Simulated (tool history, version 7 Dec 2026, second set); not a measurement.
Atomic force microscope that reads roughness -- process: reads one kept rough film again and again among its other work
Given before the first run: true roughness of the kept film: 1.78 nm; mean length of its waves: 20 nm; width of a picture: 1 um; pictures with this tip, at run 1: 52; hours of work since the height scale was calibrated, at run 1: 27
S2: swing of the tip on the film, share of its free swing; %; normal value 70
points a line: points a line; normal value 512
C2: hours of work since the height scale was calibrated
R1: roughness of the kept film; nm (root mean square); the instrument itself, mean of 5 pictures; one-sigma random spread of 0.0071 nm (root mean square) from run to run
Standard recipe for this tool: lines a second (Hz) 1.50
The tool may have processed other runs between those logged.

Run 1, hour 0.0: usual settings; pictures with this tip 52; C2 27. Result: R1 1.378 nm (root mean square).
At hour 14.6: new tip fitted.
Run 2, hour 44.5: usual settings; pictures with this tip 54; C2 54. Result: R1 1.382 nm (root mean square).
At hour 57.6: new tip fitted.
Run 3, hour 96.6: usual settings; pictures with this tip 71; C2 85. Result: R1 1.359 nm (root mean square).
At hour 102.0: new tip fitted.
Run 4, hour 135.4: usual settings; pictures with this tip 61; C2 109. Result: R1 1.367 nm (root mean square).
At hour 148.7: new tip fitted.
Run 5, hour 159.4: usual settings but S2 57 %; pictures with this tip 19; C2 123. Result: R1 1.527 nm (root mean square).
At hour 194.8: new tip fitted.
Run 6, hour 212.2: usual settings but S2 57 %; pictures with this tip 32; C2 156. Result: R1 1.493 nm (root mean square).
At hour 238.1: new tip fitted.
Run 7, hour 246.9: usual settings but S2 57 %; pictures with this tip 16; C2 177. Result: R1 1.510 nm (root mean square).
At hour 282.8: new tip fitted.
Run 8, hour 299.6: usual settings but S2 57 %; pictures with this tip 31; C2 209. Result: R1 1.494 nm (root mean square).
At hour 325.7: new tip fitted.
Run 9, hour 329.5: usual settings; pictures with this tip 7; C2 227. Result: R1 1.447 nm (root mean square).
At hour 371.3: new tip fitted.
Run 10, hour 376.3: usual settings; pictures with this tip 10; C2 255. Result: R1 1.461 nm (root mean square).
At hour 417.3: new tip fitted.
Run 11, hour 432.4: usual settings but S2 84 %; pictures with this tip 27; C2 289. Result: R1 1.277 nm (root mean square).
At hour 462.5: new tip fitted.
Run 12, hour 465.5: usual settings but S2 84 %; pictures with this tip 5; C2 309. Result: R1 1.325 nm (root mean square).
At hour 509.6: new tip fitted.
Run 13, hour 512.4: usual settings but S2 84 %; pictures with this tip 5; C2 338. Result: R1 1.339 nm (root mean square).
At hour 554.3: new tip fitted.
Run 14, hour 554.3: usual settings but S2 84 %; pictures with this tip 0; C2 363. Result: R1 1.333 nm (root mean square).
Run 15, hour 586.6: usual settings; pictures with this tip 59; C2 383. Result: R1 1.370 nm (root mean square).
At hour 601.4: new tip fitted.
At hour 644.3: new tip fitted.
Run 16, hour 644.3: usual settings; pictures with this tip 0; C2 418. Result: R1 1.478 nm (root mean square).
Run 17, hour 673.9: usual settings but lines a second (Hz) 0.70; pictures with this tip 54; C2 436. Result: R1 1.463 nm (root mean square).
At hour 691.8: new tip fitted.
Run 18, hour 727.1: usual settings but lines a second (Hz) 0.70; pictures with this tip 64; C2 469. Result: R1 1.440 nm (root mean square).
At hour 735.7: new tip fitted.
Run 19, hour 758.1: usual settings but lines a second (Hz) 0.70; pictures with this tip 41; C2 488. Result: R1 1.486 nm (root mean square).
At hour 780.1: new tip fitted.
Run 20, hour 791.0: usual settings but lines a second (Hz) 0.70; pictures with this tip 19; C2 507. Result: R1 1.521 nm (root mean square).
Run 21, hour 816.8: usual settings but S2 65 %, points a line 895; pictures with this tip 67; C2 523. Result: R1 1.414 nm (root mean square).
At hour 824.2: new tip fitted.
Run 22, hour 853.1: usual settings but lines a second (Hz) 0.82, S2 56 %, points a line 888; pictures with this tip 53; C2 545. Result: R1 1.504 nm (root mean square).
At hour 868.4: new tip fitted.
Run 23, hour 888.4: usual settings but lines a second (Hz) 1.09, points a line 924; pictures with this tip 37; C2 567. Result: R1 1.469 nm (root mean square).
At hour 912.8: new tip fitted.
Run 24, hour 938.9: usual settings but lines a second (Hz) 1.09, S2 87 %, points a line 508; pictures with this tip 47; C2 597. Result: R1 1.303 nm (root mean square).
At hour 958.8: new tip fitted.
Run 25, hour 968.7: usual settings but lines a second (Hz) 3.06, S2 87 %, points a line 958; pictures with this tip 18; C2 615. Result: R1 1.068 nm (root mean square).

Predict the results of run 26:
At hour 1002.2: new tip fitted.
Run 26, hour 1026.7: usual settings but lines a second (Hz) 3.06, S2 87 %, points a line 958; pictures with this tip 44; C2 651. Result: R1 ?.

R1: 1.042 nm (root mean square)
Minus the tool's unlogged condition, the same run would have read R1 1.094 nm (root mean square).
